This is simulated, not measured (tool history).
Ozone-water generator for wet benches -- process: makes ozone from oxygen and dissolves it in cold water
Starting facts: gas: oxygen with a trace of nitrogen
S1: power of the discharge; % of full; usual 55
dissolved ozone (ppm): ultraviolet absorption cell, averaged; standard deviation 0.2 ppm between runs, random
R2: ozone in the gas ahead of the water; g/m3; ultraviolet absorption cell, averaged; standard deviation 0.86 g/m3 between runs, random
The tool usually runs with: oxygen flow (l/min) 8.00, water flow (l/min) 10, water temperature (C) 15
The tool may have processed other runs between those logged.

{"run": 1, "day": 0.0, "S1": 55, "oxygen flow (l/min)": 8.0, "water flow (l/min)": 10, "water temperature (C)": 15, "dissolved ozone (ppm)": 28.9, "R2": 139.6}
{"run": 2, "day": 2.25, "S1": 55, "oxygen flow (l/min)": 8.0, "water flow (l/min)": 10, "water temperature (C)": 15, "dissolved ozone (ppm)": 29.1, "R2": 139.1}
{"run": 3, "day": 4.471, "S1": 55, "oxygen flow (l/min)": 8.0, "water flow (l/min)": 10, "water temperature (C)": 15, "dissolved ozone (ppm)": 28.9, "R2": 139.5}
{"run": 4, "day": 8.608, "S1": 55, "oxygen flow (l/min)": 8.0, "water flow (l/min)": 10, "water temperature (C)": 9, "dissolved ozone (ppm)": 33.0, "R2": 139.5}
{"day": 10.65, "done": "contactor cleaned"}
{"run": 5, "day": 12.925, "S1": 55, "oxygen flow (l/min)": 8.0, "water flow (l/min)": 10, "water temperature (C)": 9, "dissolved ozone (ppm)": 33.2, "R2": 138.1}
{"run": 6, "day": 16.617, "S1": 55, "oxygen flow (l/min)": 8.0, "water flow (l/min)": 10, "water temperature (C)": 9, "dissolved ozone (ppm)": 32.5, "R2": 138.4}
{"day": 17.379, "done": "contactor cleaned, once more"}
{"run": 7, "day": 20.283, "S1": 55, "oxygen flow (l/min)": 8.0, "water flow (l/min)": 10, "water temperature (C)": 9, "dissolved ozone (ppm)": 32.7, "R2": 137.2}
{"run": 8, "day": 22.704, "S1": 55, "oxygen flow (l/min)": 8.0, "water flow (l/min)": 10, "water temperature (C)": 15, "dissolved ozone (ppm)": 29.0, "R2": 138.3}
{"run": 9, "day": 25.321, "S1": 55, "oxygen flow (l/min)": 8.0, "water flow (l/min)": 10, "water temperature (C)": 15, "dissolved ozone (ppm)": 28.9, "R2": 138.8}
{"run": 10, "day": 27.792, "S1": 55, "oxygen flow (l/min)": 11.07, "water flow (l/min)": 10, "water temperature (C)": 15, "dissolved ozone (ppm)": 25.5, "R2": 110.4}
{"run": 11, "day": 31.154, "S1": 55, "oxygen flow (l/min)": 11.07, "water flow (l/min)": 10, "water temperature (C)": 15, "dissolved ozone (ppm)": 25.5, "R2": 111.6}
{"run": 12, "day": 35.121, "S1": 55, "oxygen flow (l/min)": 8.0, "water flow (l/min)": 10, "water temperature (C)": 15, "dissolved ozone (ppm)": 28.8, "R2": 136.7}
{"run": 13, "day": 38.912, "S1": 55, "oxygen flow (l/min)": 8.0, "water flow (l/min)": 8, "water temperature (C)": 19, "dissolved ozone (ppm)": 29.0, "R2": 136.4}
{"run": 14, "day": 42.525, "S1": 52, "oxygen flow (l/min)": 5.34, "water flow (l/min)": 7, "water temperature (C)": 21, "dissolved ozone (ppm)": 33.3, "R2": 173.6}
{"run": 15, "day": 45.121, "S1": 52, "oxygen flow (l/min)": 5.34, "water flow (l/min)": 10, "water temperature (C)": 21, "dissolved ozone (ppm)": 27.4, "R2": 174.5}
{"run": 16, "day": 49.1, "S1": 52, "oxygen flow (l/min)": 5.34, "water flow (l/min)": 10, "water temperature (C)": 16, "dissolved ozone (ppm)": 30.5, "R2": 172.8}
{"run": 17, "day": 51.862, "S1": 55, "oxygen flow (l/min)": 10.82, "water flow (l/min)": 13, "water temperature (C)": 15, "dissolved ozone (ppm)": 22.7, "R2": 111.8}
{"run": 18, "day": 55.912, "S1": 64, "oxygen flow (l/min)": 8.0, "water flow (l/min)": 10, "water temperature (C)": 22, "dissolved ozone (ppm)": 26.6, "R2": 148.1}
{"run": 19, "day": 59.238, "S1": 51, "oxygen flow (l/min)": 12.74, "water flow (l/min)": 10, "water temperature (C)": 7, "dissolved ozone (ppm)": 27.3, "R2": 95.2}
{"run": 20, "day": 62.046, "S1": 42, "oxygen flow (l/min)": 8.0, "water flow (l/min)": 9, "water temperature (C)": 15, "dissolved ozone (ppm)": 25.6, "R2": 113.6}
{"run": 21, "day": 64.2, "S1": 67, "oxygen flow (l/min)": 11.28, "water flow (l/min)": 13, "water temperature (C)": 12, "dissolved ozone (ppm)": 26.9, "R2": 120.4}
{"run": 22, "day": 68.362, "S1": 67, "oxygen flow (l/min)": 11.28, "water flow (l/min)": 13, "water temperature (C)": 12, "dissolved ozone (ppm)": 26.8, "R2": 122.1}
{"run": 23, "day": 72.112, "S1": 67, "oxygen flow (l/min)": 11.28, "water flow (l/min)": 13, "water temperature (C)": 12, "dissolved ozone (ppm)": 26.8, "R2": 121.9}

Measured minus without-hidden-state, run by run (identical run-to-run variation in each term; gauge scatter may differ):
The hidden state here: yield of the discharge, % of new electrodes'; contactor's efficiency, % of a clean one's; true water temperature over the reading, C; drift of the gauge itself on ozone_ppm, %; drift of the gauge itself on gas_g_m3, %.
run=1 dissolved_ozone_(ppm)=-0.7 R2=-1.0
run=2 dissolved_ozone_(ppm)=-0.7 R2=-1.2
run=3 dissolved_ozone_(ppm)=-0.7 R2=-1.3
run=4 dissolved_ozone_(ppm)=-0.9 R2=-1.7
run=5 dissolved_ozone_(ppm)=-1.3 R2=-1.9
run=6 dissolved_ozone_(ppm)=-1.4 R2=-2.1
run=7 dissolved_ozone_(ppm)=-0.7 R2=-2.3
run=8 dissolved_ozone_(ppm)=-0.6 R2=-2.5
run=9 dissolved_ozone_(ppm)=-0.7 R2=-2.8
run=10 dissolved_ozone_(ppm)=-0.6 R2=-2.3
run=11 dissolved_ozone_(ppm)=-0.7 R2=-2.6
run=12 dissolved_ozone_(ppm)=-0.8 R2=-3.4
run=13 dissolved_ozone_(ppm)=-0.9 R2=-3.7
run=14 dissolved_ozone_(ppm)=-1.1 R2=-4.7
run=15 dissolved_ozone_(ppm)=-0.9 R2=-5.0
run=16 dissolved_ozone_(ppm)=-1.1 R2=-5.3
run=17 dissolved_ozone_(ppm)=-0.9 R2=-3.8
run=18 dissolved_ozone_(ppm)=-1.3 R2=-5.9
run=19 dissolved_ozone_(ppm)=-1.2 R2=-3.3
run=20 dissolved_ozone_(ppm)=-0.9 R2=-3.5
run=21 dissolved_ozone_(ppm)=-1.4 R2=-5.6
run=22 dissolved_ozone_(ppm)=-1.5 R2=-5.9
run=23 dissolved_ozone_(ppm)=-1.6 R2=-6.1
